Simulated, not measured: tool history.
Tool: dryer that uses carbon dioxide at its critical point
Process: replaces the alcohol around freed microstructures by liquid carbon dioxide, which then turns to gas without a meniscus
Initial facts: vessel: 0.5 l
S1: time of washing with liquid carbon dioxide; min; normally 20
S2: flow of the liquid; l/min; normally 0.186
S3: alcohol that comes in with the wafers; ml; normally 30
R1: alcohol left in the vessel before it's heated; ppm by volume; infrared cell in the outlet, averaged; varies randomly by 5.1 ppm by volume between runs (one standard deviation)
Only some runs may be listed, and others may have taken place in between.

run   hour  S1     S2   S3     R1
  1      0  20  0.186   30    151
  2   24.3  20  0.186   30    113
  3   41.2  20  0.186   71    214
  4   65.7  20  0.186   30    120
  5   86.2  20  0.186   30    116
  6  103.1  20  0.215   30     79
  7  130.3  20  0.215   30     72
  8  156.8  20  0.215   30     63
  9  177.6  20  0.215   30     75
 10  201.4  20  0.215   30     62
 11  230.4  20  0.215   30     71
 12  250.3  20  0.215   30     79
 13  266.7  20  0.186   30    127
 14  287.9  20  0.186   30    130
 15  312.1  16  0.134   30   1539
 16  336.1  16  0.134   30   1540
 17  362.8  16  0.134   30   1634
 18    391  16  0.134   30   1604
 19  418.8  16  0.134   30   1568
 20  435.1  16  0.179   28    423
 21  455.5  16  0.179   28    427
 22  469.1  16  0.179   28    436
 23  490.5  13  0.137  119  11718
 24  521.2  13  0.137   62   5946
 25  544.9  13  0.137   62   6249

Removed from this log: 1 entry logged between the listed runs. Between which two listed runs does each belong, and how does the tool's hidden state at the listed run before it compare with that at the listed run after it?
Run 1 -> run 2: inlet filter changed (hour 13)
  flow that reaches the vessel past the clogged filter, %: 93.7 -> 99.6; alcohol in the recycled carbon dioxide, ppm: 36.3 -> 37.2
  measured less the result without the state, R1: +70 -> +34 ppm by volume

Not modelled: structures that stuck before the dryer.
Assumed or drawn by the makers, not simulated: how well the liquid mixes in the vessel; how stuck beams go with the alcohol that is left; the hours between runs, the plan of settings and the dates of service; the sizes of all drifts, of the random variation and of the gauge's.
